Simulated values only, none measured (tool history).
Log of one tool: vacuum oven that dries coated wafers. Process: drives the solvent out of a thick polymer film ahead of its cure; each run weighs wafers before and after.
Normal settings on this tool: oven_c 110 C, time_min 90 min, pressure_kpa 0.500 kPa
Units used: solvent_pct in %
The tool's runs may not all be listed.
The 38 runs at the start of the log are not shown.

| run | hour | oven_c | time_min | pressure_kpa | solvent_pct |
|---|---|---|---|---|---|
| 39 | 898.8 | 110 | 90 | 1.071 | 1.68 |
| 40 | 924.3 | 110 | 90 | 1.071 | 1.71 |
| 41 | 954.0 | 110 | 90 | 1.071 | 1.68 |
| 42 | 974.3 | 110 | 90 | 1.071 | 1.69 |
| 43 | 995.7 | 120 | 53 | 1.202 | 1.74 |
| 44 | 1018.6 | 105 | 53 | 1.293 | 4.54 |
| 45 | 1047.3 | 110 | 90 | 0.969 | 1.63 |
| 46 | 1065.5 | 123 | 90 | 1.312 | 0.54 |
| 47 | 1081.8 | 103 | 47 | 1.312 | 5.43 |

Here are 3 independent what-if runs from the current tool condition. What would each one return?
| A | 1106.4 | 110 | 73 | 0.500 | ? |
| B | 1106.4 | 116 | 65 | 0.812 | ? |
| C | 1106.4 | 110 | 155 | 0.500 | ? |

| run | solvent_pct |
|---|---|
| A | 2.16 |
| B | 1.69 |
| C | 0.53 |
With no hidden state in the tool, these same runs would have given:
| run | solvent_pct |
|---|---|
| A | 2.09 |
| B | 1.63 |
| C | 0.44 |
